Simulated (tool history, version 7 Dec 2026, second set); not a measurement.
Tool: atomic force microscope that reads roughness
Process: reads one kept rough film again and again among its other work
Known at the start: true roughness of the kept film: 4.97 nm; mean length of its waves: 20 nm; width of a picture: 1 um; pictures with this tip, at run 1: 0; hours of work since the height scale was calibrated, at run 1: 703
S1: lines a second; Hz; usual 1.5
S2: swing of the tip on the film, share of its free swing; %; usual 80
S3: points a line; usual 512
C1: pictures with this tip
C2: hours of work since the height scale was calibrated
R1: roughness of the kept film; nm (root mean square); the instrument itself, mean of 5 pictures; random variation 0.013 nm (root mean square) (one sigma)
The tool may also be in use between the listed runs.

Run 1, hour 0: usual settings; C1 0; C2 703. Result: R1 3.083 nm (root mean square).
Run 2, hour 27.5: usual settings; C1 34; C2 721. Result: R1 2.923 nm (root mean square).
Run 3, hour 74.1: usual settings; C1 92; C2 751. Result: R1 2.703 nm (root mean square).
Run 4, hour 115.3: usual settings but S2 61 %; C1 143; C2 778. Result: R1 2.664 nm (root mean square).
Run 5, hour 150.2: usual settings but S2 72 %; C1 186; C2 800. Result: R1 2.46 nm (root mean square).
Run 6, hour 192.7: usual settings but S1 0.58 Hz; C1 238; C2 828. Result: R1 2.388 nm (root mean square).
Run 7, hour 235.9: usual settings but S1 0.58 Hz; C1 292; C2 856. Result: R1 2.24 nm (root mean square).
At hour 257.8: new tip fitted.
Run 8, hour 262.5: usual settings but S1 0.58 Hz; C1 6; C2 873. Result: R1 3.132 nm (root mean square).
Run 9, hour 289.4: usual settings but S1 0.58 Hz; C1 39; C2 890. Result: R1 3.002 nm (root mean square).
Run 10, hour 334: usual settings but S1 0.58 Hz; C1 94; C2 919. Result: R1 2.797 nm (root mean square).
Run 11, hour 383.6: usual settings but S1 0.58 Hz; C1 156; C2 951. Result: R1 2.536 nm (root mean square).
Run 12, hour 421.3: usual settings but S1 0.58 Hz, S3 466; C1 202; C2 975. Result: R1 2.423 nm (root mean square).
Run 13, hour 445.7: usual settings but S1 0.58 Hz, S3 466; C1 232; C2 991. Result: R1 2.348 nm (root mean square).
Run 14, hour 503.1: usual settings but S1 0.58 Hz, S2 63 %, S3 466; C1 303; C2 1028. Result: R1 2.216 nm (root mean square).
At hour 514.4: new tip fitted.
Run 15, hour 538.7: usual settings but S1 2.91 Hz, S2 63 %, S3 466; C1 30; C2 1051. Result: R1 2.979 nm (root mean square).
Run 16, hour 562.7: usual settings but S1 2.91 Hz, S2 63 %, S3 466; C1 59; C2 1067. Result: R1 2.86 nm (root mean square).
Run 17, hour 601.5: usual settings but S1 1.25 Hz, S2 85 %, S3 474; C1 107; C2 1092. Result: R1 2.613 nm (root mean square).
Run 18, hour 639.1: usual settings but S1 1.25 Hz, S2 76 %, S3 355; C1 154; C2 1116. Result: R1 2.513 nm (root mean square).
Run 19, hour 677.6: usual settings but S1 2.08 Hz, S3 668; C1 201; C2 1141. Result: R1 2.309 nm (root mean square).
Run 20, hour 721.8: usual settings but S1 2.91 Hz, S3 982; C1 256; C2 1170. Result: R1 2.118 nm (root mean square).
At hour 773.6: new tip fitted.
Run 21, hour 777.4: usual settings but S1 2.91 Hz, S3 982; C1 5; C2 1205. Result: R1 2.847 nm (root mean square).
Run 22, hour 826.1: usual settings but S1 0.75 Hz, S2 62 %, S3 898; C1 65; C2 1237. Result: R1 2.911 nm (root mean square).
Run 23, hour 868.7: usual settings but S1 0.75 Hz, S2 62 %, S3 898; C1 118; C2 1264. Result: R1 2.683 nm (root mean square).
Run 24, hour 915.1: usual settings but S1 0.75 Hz, S2 62 %, S3 898; C1 175; C2 1294. Result: R1 2.529 nm (root mean square).
Run 25, hour 950.3: usual settings but S1 0.75 Hz, S2 62 %, S3 898; C1 219; C2 1317. Result: R1 2.427 nm (root mean square).
Run 26, hour 973.9: usual settings but S1 0.75 Hz, S2 62 %, S3 898; C1 248; C2 1332. Result: R1 2.356 nm (root mean square).
Run 27, hour 998.3: usual settings but S1 0.61 Hz, S2 71 %, S3 787; C1 278; C2 1348. Result: R1 2.248 nm (root mean square).
At hour 1028.5: new tip fitted.
Run 28, hour 1038.4: usual settings but S1 0.61 Hz, S2 71 %, S3 787; C1 12; C2 1374. Result: R1 3.183 nm (root mean square).
Run 29, hour 1075.2: usual settings but S1 3.54 Hz, S2 71 %, S3 744; C1 57; C2 1398. Result: R1 2.76 nm (root mean square).

4 ways to go on from here, each from the tool as it stands after run 29. What would each give?
Run A, hour 1117: usual settings but S2 66 %, S3 577; C1 109; C2 1425. Result: R1 ?.
Run B, hour 1117: usual settings but S2 70 %; C1 109; C2 1425. Result: R1 ?.
Run C, hour 1117: usual settings but S1 3.14 Hz; C1 109; C2 1425. Result: R1 ?.
Run D, hour 1117: usual settings but S1 1.15 Hz; C1 109; C2 1425. Result: R1 ?.

run     R1
  A   2.75
  B  2.694
  C  2.472
  D  2.655
Without the tool's hidden state the same runs would have given:
run     R1
  A  3.243
  B  3.178
  C  2.915
  D  3.133

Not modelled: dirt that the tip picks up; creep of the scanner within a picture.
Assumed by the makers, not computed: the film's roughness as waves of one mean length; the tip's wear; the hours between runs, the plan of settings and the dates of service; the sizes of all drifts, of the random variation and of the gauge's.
